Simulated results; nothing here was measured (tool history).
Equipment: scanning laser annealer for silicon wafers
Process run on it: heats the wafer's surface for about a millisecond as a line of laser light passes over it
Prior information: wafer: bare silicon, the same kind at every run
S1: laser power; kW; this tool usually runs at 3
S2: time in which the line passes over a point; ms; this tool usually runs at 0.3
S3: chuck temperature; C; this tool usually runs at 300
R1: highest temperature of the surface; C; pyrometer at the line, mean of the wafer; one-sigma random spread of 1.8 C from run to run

run      day     S1     S2   S3    R1
  1        0      3    0.3  300  1028
  2    3.875      3    0.3  300  1024
  3    7.471      3    0.3  300  1021
  4    9.496      3    0.3  300  1020
  5   12.967  2.691    0.3  300   934
  6   17.033  2.897    0.3  300   987
  7   20.838      3    0.3  304  1019
  8   23.933      3    0.3  304  1022
      25.133  -- window over the wafer cleaned
  9   26.683      3    0.3  304  1035
 10   29.012      3    0.3  300  1029
 11   32.262      3    0.3  300  1025
 12   34.129      3    0.3  300  1026
 13   36.438      3    0.3  300  1026
 14   39.371      3  0.354  300  1077
 15   41.367      3  0.354  300  1075
 16   45.046      3  0.354  300  1077
       45.45  -- optics aligned, line set to its width
 17   47.038      3  0.214  300   946
 18   49.708      3  0.214  333   975
 19     51.6      3  0.214  333   974
 20   54.004      3  0.214  333   974
 21   56.758      3  0.214  333   973
 22   60.521  2.808  0.293  325  1002
 23   63.767  2.808  0.293  325  1000
 24   65.921   2.57    0.3  321   935
 25   68.346  3.002  0.288  300  1025
 26   71.342  2.746  0.301  332   993
 27   73.883  3.279  0.242  326  1071
 28   76.275      3  0.376  291  1100
 29    79.65      3  0.376  291  1099
      80.404  -- window over the wafer cleaned
 30   83.083  2.669    0.3  288   938
 31    85.95  2.669  0.263  315   926
 32   88.462  2.661  0.315  300   957
 33   91.342  2.661  0.315  300   959
 34   95.262  3.286   0.28  316  1120
 35   97.133  3.286   0.28  316  1121
 36   99.304  3.286  0.267  316  1106
 37  102.758  2.791    0.3  300   981
 38  105.321  2.791    0.3  300   979
 39  107.933  3.279    0.3  300  1127
 40  111.083  2.777  0.237  287   893
 41  113.892  3.162  0.267  267  1011

Measured minus without-hidden-state, run by run (identical run-to-run variation in each term; gauge scatter may differ):
Hidden conditions of the tool in this case: light that passes the window, % of a clean one's; laser's true power over the reading, %; width of the line over the set one, %; drift of the gauge itself on peak_c, C.
run   R1
  1  -21
  2  -23
  3  -24
  4  -25
  5  -23
  6  -27
  7  -30
  8  -31
  9  -16
 10  -18
 11  -20
 12  -20
 13  -21
 14  -24
 15  -25
 16  -26
 17   +1
 18   -1
 19   -1
 20   -2
 21   -3
 22   -5
 23   -6
 24   -7
 25   -9
 26  -10
 27  -12
 28  -14
 29  -16
 30   +4
 31   +3
 32   +2
 33   +1
 34   -1
 35   -2
 36   -3
 37   -3
 38   -5
 39   -7
 40   -6
 41   -9
